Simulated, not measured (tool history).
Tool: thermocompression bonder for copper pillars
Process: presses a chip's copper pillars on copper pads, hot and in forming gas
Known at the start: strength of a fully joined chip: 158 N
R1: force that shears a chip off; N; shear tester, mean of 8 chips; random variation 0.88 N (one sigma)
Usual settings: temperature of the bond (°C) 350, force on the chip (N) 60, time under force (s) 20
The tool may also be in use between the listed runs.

{"run": 1, "hour": 0.0, "temperature of the bond (°C)": 350, "force on the chip (N)": 60, "time under force (s)": 20, "R1": 96.9}
{"run": 2, "hour": 96.0, "temperature of the bond (°C)": 350, "force on the chip (N)": 60, "time under force (s)": 17, "R1": 91.1}
{"run": 3, "hour": 180.6, "temperature of the bond (°C)": 352, "force on the chip (N)": 60, "time under force (s)": 20, "R1": 99}
{"run": 4, "hour": 279.1, "temperature of the bond (°C)": 352, "force on the chip (N)": 60, "time under force (s)": 20, "R1": 99.1}
{"run": 5, "hour": 349.9, "temperature of the bond (°C)": 352, "force on the chip (N)": 60, "time under force (s)": 20, "R1": 98.9}
{"hour": 370.7, "done": "forming gas filter changed"}
{"run": 6, "hour": 397.7, "temperature of the bond (°C)": 350, "force on the chip (N)": 41, "time under force (s)": 20, "R1": 70.5}
{"run": 7, "hour": 443.5, "temperature of the bond (°C)": 350, "force on the chip (N)": 60, "time under force (s)": 20, "R1": 97.6}
{"run": 8, "hour": 493.2, "temperature of the bond (°C)": 350, "force on the chip (N)": 67, "time under force (s)": 20, "R1": 107}
{"run": 9, "hour": 557.0, "temperature of the bond (°C)": 350, "force on the chip (N)": 67, "time under force (s)": 20, "R1": 106.8}
{"run": 10, "hour": 618.1, "temperature of the bond (°C)": 350, "force on the chip (N)": 67, "time under force (s)": 20, "R1": 104.8}
{"run": 11, "hour": 680.3, "temperature of the bond (°C)": 365, "force on the chip (N)": 60, "time under force (s)": 20, "R1": 110.4}
{"run": 12, "hour": 780.6, "temperature of the bond (°C)": 365, "force on the chip (N)": 60, "time under force (s)": 20, "R1": 108.1}
{"run": 13, "hour": 882.8, "temperature of the bond (°C)": 365, "force on the chip (N)": 60, "time under force (s)": 20, "R1": 109.5}
{"hour": 890.8, "done": "forming gas filter changed"}
{"run": 14, "hour": 949.3, "temperature of the bond (°C)": 350, "force on the chip (N)": 60, "time under force (s)": 20, "R1": 98.3}
{"run": 15, "hour": 1001.9, "temperature of the bond (°C)": 339, "force on the chip (N)": 60, "time under force (s)": 20, "R1": 87.3}
{"run": 16, "hour": 1074.7, "temperature of the bond (°C)": 339, "force on the chip (N)": 60, "time under force (s)": 20, "R1": 87.8}
{"run": 17, "hour": 1161.4, "temperature of the bond (°C)": 339, "force on the chip (N)": 60, "time under force (s)": 20, "R1": 88.6}
{"run": 18, "hour": 1223.6, "temperature of the bond (°C)": 339, "force on the chip (N)": 60, "time under force (s)": 20, "R1": 87.2}
{"run": 19, "hour": 1297.7, "temperature of the bond (°C)": 350, "force on the chip (N)": 60, "time under force (s)": 20, "R1": 96.6}
{"run": 20, "hour": 1356.8, "temperature of the bond (°C)": 339, "force on the chip (N)": 60, "time under force (s)": 25, "R1": 94.3}
{"hour": 1406.7, "done": "forming gas filter changed"}
{"hour": 1453.5, "done": "heater calibrated with a thermocouple chip"}
{"run": 21, "hour": 1453.5, "temperature of the bond (°C)": 339, "force on the chip (N)": 60, "time under force (s)": 25, "R1": 96.5}
{"run": 22, "hour": 1511.3, "temperature of the bond (°C)": 339, "force on the chip (N)": 60, "time under force (s)": 25, "R1": 95.5}
{"run": 23, "hour": 1602.3, "temperature of the bond (°C)": 339, "force on the chip (N)": 60, "time under force (s)": 25, "R1": 95.1}
{"run": 24, "hour": 1665.3, "temperature of the bond (°C)": 330, "force on the chip (N)": 60, "time under force (s)": 54, "R1": 109.4}
{"hour": 1743.9, "done": "force cell calibrated"}
{"run": 25, "hour": 1765.2, "temperature of the bond (°C)": 353, "force on the chip (N)": 43, "time under force (s)": 20, "R1": 75.6}
{"run": 26, "hour": 1857.5, "temperature of the bond (°C)": 350, "force on the chip (N)": 60, "time under force (s)": 26, "R1": 105.3}
{"run": 27, "hour": 1904.9, "temperature of the bond (°C)": 360, "force on the chip (N)": 60, "time under force (s)": 17, "R1": 100.6}
{"hour": 1931.1, "done": "forming gas filter changed"}
{"run": 28, "hour": 1973.1, "temperature of the bond (°C)": 350, "force on the chip (N)": 39, "time under force (s)": 20, "R1": 67.6}
{"run": 29, "hour": 2049.8, "temperature of the bond (°C)": 356, "force on the chip (N)": 59, "time under force (s)": 20, "R1": 100.8}
{"run": 30, "hour": 2148.0, "temperature of the bond (°C)": 358, "force on the chip (N)": 41, "time under force (s)": 47, "R1": 99.8}
{"run": 31, "hour": 2239.4, "temperature of the bond (°C)": 331, "force on the chip (N)": 51, "time under force (s)": 24, "R1": 75.6}
{"run": 32, "hour": 2294.5, "temperature of the bond (°C)": 331, "force on the chip (N)": 51, "time under force (s)": 24, "R1": 76.1}
{"run": 33, "hour": 2365.7, "temperature of the bond (°C)": 356, "force on the chip (N)": 51, "time under force (s)": 27, "R1": 99}
{"run": 34, "hour": 2408.4, "temperature of the bond (°C)": 356, "force on the chip (N)": 51, "time under force (s)": 12, "R1": 75.1}
{"hour": 2448.4, "done": "forming gas filter changed"}
{"run": 35, "hour": 2461.8, "temperature of the bond (°C)": 372, "force on the chip (N)": 48, "time under force (s)": 41, "R1": 118.6}
{"run": 36, "hour": 2533.2, "temperature of the bond (°C)": 376, "force on the chip (N)": 53, "time under force (s)": 39, "R1": 127.9}
{"run": 37, "hour": 2577.4, "temperature of the bond (°C)": 376, "force on the chip (N)": 53, "time under force (s)": 39, "R1": 125.4}
{"run": 38, "hour": 2637.1, "temperature of the bond (°C)": 342, "force on the chip (N)": 36, "time under force (s)": 52, "R1": 81.7}

3 ways to go on from here, each from the tool as it stands after run 38. What would each give?
{"run": "A", "hour": 2730.3, "temperature of the bond (°C)": 323, "force on the chip (N)": 43, "time under force (s)": 21, "R1": "?"}
{"run": "B", "hour": 2730.3, "temperature of the bond (°C)": 348, "force on the chip (N)": 59, "time under force (s)": 52, "R1": "?"}
{"run": "C", "hour": 2730.3, "temperature of the bond (°C)": 350, "force on the chip (N)": 73, "time under force (s)": 49, "R1": "?"}

run=A R1=55.4
run=B R1=121.4
run=C R1=133.3
Without the tool's hidden state the same runs would have given:
run=A R1=55.3
run=B R1=121.5
run=C R1=133.4

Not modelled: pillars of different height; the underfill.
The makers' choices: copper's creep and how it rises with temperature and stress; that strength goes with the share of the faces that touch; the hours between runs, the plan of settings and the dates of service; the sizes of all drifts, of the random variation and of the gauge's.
